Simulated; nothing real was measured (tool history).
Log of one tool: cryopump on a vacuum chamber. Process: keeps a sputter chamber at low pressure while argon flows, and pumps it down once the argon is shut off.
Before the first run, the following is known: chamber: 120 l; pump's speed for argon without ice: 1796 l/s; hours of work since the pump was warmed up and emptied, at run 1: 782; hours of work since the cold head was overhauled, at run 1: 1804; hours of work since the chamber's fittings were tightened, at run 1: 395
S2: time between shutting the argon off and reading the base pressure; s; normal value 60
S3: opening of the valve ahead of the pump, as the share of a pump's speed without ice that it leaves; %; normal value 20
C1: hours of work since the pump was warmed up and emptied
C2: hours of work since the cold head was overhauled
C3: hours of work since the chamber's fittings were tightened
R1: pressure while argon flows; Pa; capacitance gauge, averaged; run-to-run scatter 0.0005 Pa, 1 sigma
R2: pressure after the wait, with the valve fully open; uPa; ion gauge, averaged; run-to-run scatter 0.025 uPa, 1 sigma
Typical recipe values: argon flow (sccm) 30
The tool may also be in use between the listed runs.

{"run": 1, "hour": 0.0, "argon flow (sccm)": 30, "S2": 60, "S3": 20, "C1": 782, "C2": 1804, "C3": 395, "R1": 0.1461, "R2": 1.21}
{"run": 2, "hour": 81.2, "argon flow (sccm)": 37, "S2": 60, "S3": 20, "C1": 847, "C2": 1869, "C3": 460, "R1": 0.179, "R2": 1.25}
{"run": 3, "hour": 135.5, "argon flow (sccm)": 30, "S2": 83, "S3": 20, "C1": 891, "C2": 1912, "C3": 504, "R1": 0.1464, "R2": 0.99}
{"run": 4, "hour": 206.8, "argon flow (sccm)": 30, "S2": 83, "S3": 20, "C1": 948, "C2": 1969, "C3": 561, "R1": 0.146, "R2": 1.02}
{"hour": 221.7, "done": "pump warmed up, emptied and cooled again"}
{"run": 5, "hour": 291.9, "argon flow (sccm)": 30, "S2": 290, "S3": 20, "C1": 56, "C2": 2033, "C3": 625, "R1": 0.1425, "R2": 0.52}
{"run": 6, "hour": 350.8, "argon flow (sccm)": 30, "S2": 290, "S3": 20, "C1": 103, "C2": 2081, "C3": 672, "R1": 0.1428, "R2": 0.58}
{"run": 7, "hour": 415.3, "argon flow (sccm)": 30, "S2": 20, "S3": 20, "C1": 155, "C2": 2132, "C3": 724, "R1": 0.1435, "R2": 3.12}
{"run": 8, "hour": 465.5, "argon flow (sccm)": 30, "S2": 60, "S3": 20, "C1": 195, "C2": 2172, "C3": 764, "R1": 0.1437, "R2": 1.34}
{"run": 9, "hour": 509.7, "argon flow (sccm)": 30, "S2": 60, "S3": 43, "C1": 231, "C2": 2208, "C3": 799, "R1": 0.0675, "R2": 1.32}
{"run": 10, "hour": 580.0, "argon flow (sccm)": 30, "S2": 60, "S3": 20, "C1": 287, "C2": 2264, "C3": 855, "R1": 0.144, "R2": 1.35}
{"run": 11, "hour": 652.9, "argon flow (sccm)": 30, "S2": 90, "S3": 20, "C1": 345, "C2": 2322, "C3": 914, "R1": 0.1436, "R2": 1.1}
{"run": 12, "hour": 697.4, "argon flow (sccm)": 30, "S2": 90, "S3": 20, "C1": 381, "C2": 2358, "C3": 949, "R1": 0.1438, "R2": 1.08}
{"run": 13, "hour": 771.9, "argon flow (sccm)": 30, "S2": 60, "S3": 20, "C1": 441, "C2": 2418, "C3": 1009, "R1": 0.1438, "R2": 1.36}
{"run": 14, "hour": 809.4, "argon flow (sccm)": 30, "S2": 60, "S3": 20, "C1": 471, "C2": 2448, "C3": 1039, "R1": 0.1454, "R2": 1.41}
{"run": 15, "hour": 865.7, "argon flow (sccm)": 21, "S2": 60, "S3": 57, "C1": 516, "C2": 2493, "C3": 1084, "R1": 0.0369, "R2": 1.44}
{"run": 16, "hour": 935.3, "argon flow (sccm)": 30, "S2": 235, "S3": 34, "C1": 571, "C2": 2549, "C3": 1140, "R1": 0.0866, "R2": 0.8}
{"run": 17, "hour": 975.2, "argon flow (sccm)": 26, "S2": 32, "S3": 34, "C1": 603, "C2": 2581, "C3": 1172, "R1": 0.0755, "R2": 2.28}
{"run": 18, "hour": 1046.4, "argon flow (sccm)": 15, "S2": 23, "S3": 20, "C1": 660, "C2": 2638, "C3": 1229, "R1": 0.073, "R2": 2.8}
{"run": 19, "hour": 1128.2, "argon flow (sccm)": 30, "S2": 60, "S3": 53, "C1": 726, "C2": 2703, "C3": 1294, "R1": 0.0581, "R2": 1.6}
{"run": 20, "hour": 1167.6, "argon flow (sccm)": 34, "S2": 60, "S3": 39, "C1": 757, "C2": 2735, "C3": 1326, "R1": 0.0879, "R2": 1.58}
{"run": 21, "hour": 1246.5, "argon flow (sccm)": 34, "S2": 60, "S3": 39, "C1": 821, "C2": 2798, "C3": 1389, "R1": 0.0878, "R2": 1.56}
{"run": 22, "hour": 1285.4, "argon flow (sccm)": 30, "S2": 60, "S3": 18, "C1": 852, "C2": 2829, "C3": 1420, "R1": 0.1622, "R2": 1.59}
{"run": 23, "hour": 1345.8, "argon flow (sccm)": 17, "S2": 60, "S3": 20, "C1": 900, "C2": 2877, "C3": 1469, "R1": 0.0836, "R2": 1.63}
{"run": 24, "hour": 1384.6, "argon flow (sccm)": 46, "S2": 25, "S3": 16, "C1": 931, "C2": 2908, "C3": 1500, "R1": 0.2794, "R2": 2.81}
{"hour": 1422.9, "done": "pump warmed up, emptied and cooled again"}
{"run": 25, "hour": 1470.9, "argon flow (sccm)": 46, "S2": 25, "S3": 16, "C1": 38, "C2": 2973, "C3": 1565, "R1": 0.2744, "R2": 2.85}
{"run": 26, "hour": 1546.9, "argon flow (sccm)": 18, "S2": 25, "S3": 37, "C1": 99, "C2": 3034, "C3": 1626, "R1": 0.0471, "R2": 2.79}
{"run": 27, "hour": 1618.9, "argon flow (sccm)": 30, "S2": 250, "S3": 28, "C1": 157, "C2": 3092, "C3": 1683, "R1": 0.1026, "R2": 0.92}
{"run": 28, "hour": 1667.3, "argon flow (sccm)": 36, "S2": 172, "S3": 28, "C1": 196, "C2": 3131, "C3": 1722, "R1": 0.1238, "R2": 1.08}

Each run again, without the hidden state but with its own random variation kept:
Hidden conditions of the tool in this case: pump's speed, % of a pump's without ice; cold plate's temperature, K; leak into the chamber, uPa l/s; drift of the gauge itself on working_pa, %; drift of the gauge itself on base_upa, %.
run=1 R1=0.1413 R2=1.04
run=2 R1=0.1727 R2=1.05
run=3 R1=0.1410 R2=0.77
run=4 R1=0.1403 R2=0.78
run=5 R1=0.1411 R2=0.30
run=6 R1=0.1412 R2=0.35
run=7 R1=0.1417 R2=2.87
run=8 R1=0.1417 R2=1.08
run=9 R1=0.0653 R2=1.05
run=10 R1=0.1416 R2=1.04
run=11 R1=0.1409 R2=0.77
run=12 R1=0.1409 R2=0.75
run=13 R1=0.1405 R2=1.01
run=14 R1=0.1420 R2=1.04
run=15 R1=0.0343 R2=1.06
run=16 R1=0.0826 R2=0.39
run=17 R1=0.0719 R2=1.85
run=18 R1=0.0707 R2=2.37
run=19 R1=0.0533 R2=1.11
run=20 R1=0.0822 R2=1.08
run=21 R1=0.0816 R2=1.03
run=22 R1=0.1566 R2=1.05
run=23 R1=0.0803 R2=1.07
run=24 R1=0.2700 R2=2.24
run=25 R1=0.2717 R2=2.34
run=26 R1=0.0458 R2=2.26
run=27 R1=0.1002 R2=0.37
run=28 R1=0.1207 R2=0.49
